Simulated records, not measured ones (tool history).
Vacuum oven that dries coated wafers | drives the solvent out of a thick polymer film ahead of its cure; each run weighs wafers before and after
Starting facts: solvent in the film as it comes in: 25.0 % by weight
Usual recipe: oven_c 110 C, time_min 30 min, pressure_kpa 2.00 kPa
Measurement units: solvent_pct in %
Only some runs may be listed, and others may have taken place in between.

run	hour	oven_c	time_min	pressure_kpa	solvent_pct
1	0.0	110	30	2.00	5.31
2	27.4	110	22	2.00	7.33
3	57.4	110	22	2.00	7.33
4	88.4	95	30	2.00	9.97
5	109.9	110	30	2.00	5.24
6	123.9	110	30	2.00	5.24
7	142.8	110	30	2.00	5.29
8	167.8	110	30	1.56	5.04
9	185.9	110	30	2.00	5.21
# hour 209.7: oven's thermocouples calibrated
10	221.1	110	30	2.00	5.68
11	241.5	110	30	2.00	5.61
12	274.6	110	30	2.00	5.64
13	305.7	114	30	2.00	4.52
14	320.0	114	30	2.00	4.60
15	349.8	102	30	2.00	8.05
16	378.7	102	30	2.00	8.01
17	403.4	102	30	2.00	7.98
18	437.4	110	24	2.00	7.03
19	455.3	110	30	2.00	5.62
20	473.3	110	30	2.00	5.51
21	501.1	110	30	4.29	6.94
22	529.0	110	30	2.00	5.55
23	562.3	110	27	2.00	6.25
24	590.0	114	49	3.26	3.12
25	608.6	98	42	3.08	7.88
26	632.9	98	42	3.08	7.89
27	650.4	110	30	2.59	5.88
28	667.2	103	30	1.20	7.05
29	699.8	103	42	1.20	4.82

Run 30 has not been measured yet. What should we expect?
30	724.4	111	32	1.70	?

solvent_pct: 4.67 %
Take away the tool's hidden state, keep the run-to-run variation as it was, and the same run would have given solvent_pct 4.66 %.

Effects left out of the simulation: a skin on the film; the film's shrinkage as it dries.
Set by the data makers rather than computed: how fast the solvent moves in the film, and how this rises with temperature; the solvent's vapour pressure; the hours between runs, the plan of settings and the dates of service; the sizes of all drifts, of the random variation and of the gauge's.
